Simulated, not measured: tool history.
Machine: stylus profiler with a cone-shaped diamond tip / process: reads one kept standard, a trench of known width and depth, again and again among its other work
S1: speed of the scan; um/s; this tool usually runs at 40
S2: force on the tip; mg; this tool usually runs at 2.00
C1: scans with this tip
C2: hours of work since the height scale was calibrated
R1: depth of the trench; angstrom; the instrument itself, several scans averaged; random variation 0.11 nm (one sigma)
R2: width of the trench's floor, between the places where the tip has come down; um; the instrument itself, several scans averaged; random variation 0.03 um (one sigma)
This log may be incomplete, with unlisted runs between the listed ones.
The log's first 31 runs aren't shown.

run 32 day=54.350 | S1=84 S2=2.07 | C1=9348 C2=1439 | R1=5059.9 R2=95.23
run 33 day=55.717 | S1=22 S2=2.00 | C1=9459 C2=1456 | R1=5059.9 R2=95.53
-- day=55.912 height scale calibrated on a step standard
run 34 day=57.267 | S1=20 S2=3.50 | C1=9583 C2=17 | R1=5086.0 R2=95.59
run 35 day=59.308 | S1=146 S2=1.47 | C1=9748 C2=42 | R1=5048.5 R2=94.80
run 36 day=61.029 | S1=29 S2=0.85 | C1=9888 C2=64 | R1=5032.9 R2=95.43
run 37 day=63.058 | S1=24 S2=1.90 | C1=10052 C2=89 | R1=5059.9 R2=95.46
run 38 day=64.871 | S1=24 S2=1.90 | C1=10199 C2=112 | R1=5058.8 R2=95.52
run 39 day=67.150 | S1=40 S2=0.67 | C1=10384 C2=140 | R1=5030.5 R2=95.24
run 40 day=68.729 | S1=31 S2=0.78 | C1=10512 C2=160 | R1=5030.8 R2=95.38
run 41 day=70.071 | S1=146 S2=0.69 | C1=10621 C2=177 | R1=5028.4 R2=94.46
run 42 day=72.546 | S1=146 S2=0.69 | C1=10821 C2=207 | R1=5028.7 R2=94.40
run 43 day=74.738 | S1=144 S2=5.11 | C1=10998 C2=235 | R1=5110.2 R2=95.22
run 44 day=76.000 | S1=94 S2=4.42 | C1=11101 C2=250 | R1=5101.0 R2=95.28
run 45 day=77.671 | S1=40 S2=5.58 | C1=11236 C2=271 | R1=5120.9 R2=95.53
run 46 day=78.792 | S1=50 S2=4.21 | C1=11327 C2=285 | R1=5098.4 R2=95.42

Here are 4 independent what-if runs from the current tool condition. What would each one return?
run A day=80.604 | S1=40 S2=5.37 | C1=11474 C2=308 | R1=? R2=?
run B day=80.604 | S1=28 S2=2.00 | C1=11474 C2=308 | R1=? R2=?
run C day=80.604 | S1=45 S2=1.76 | C1=11474 C2=308 | R1=? R2=?
run D day=80.604 | S1=50 S2=3.66 | C1=11474 C2=308 | R1=? R2=?

run=A R1=5117.3 R2=95.48
run=B R1=5060.2 R2=95.45
run=C R1=5056.0 R2=95.34
run=D R1=5088.5 R2=95.40
Without the tool's hidden state the same runs would have given:
run=A R1=5117.4 R2=95.49
run=B R1=5060.2 R2=95.46
run=C R1=5056.0 R2=95.35
run=D R1=5088.6 R2=95.41
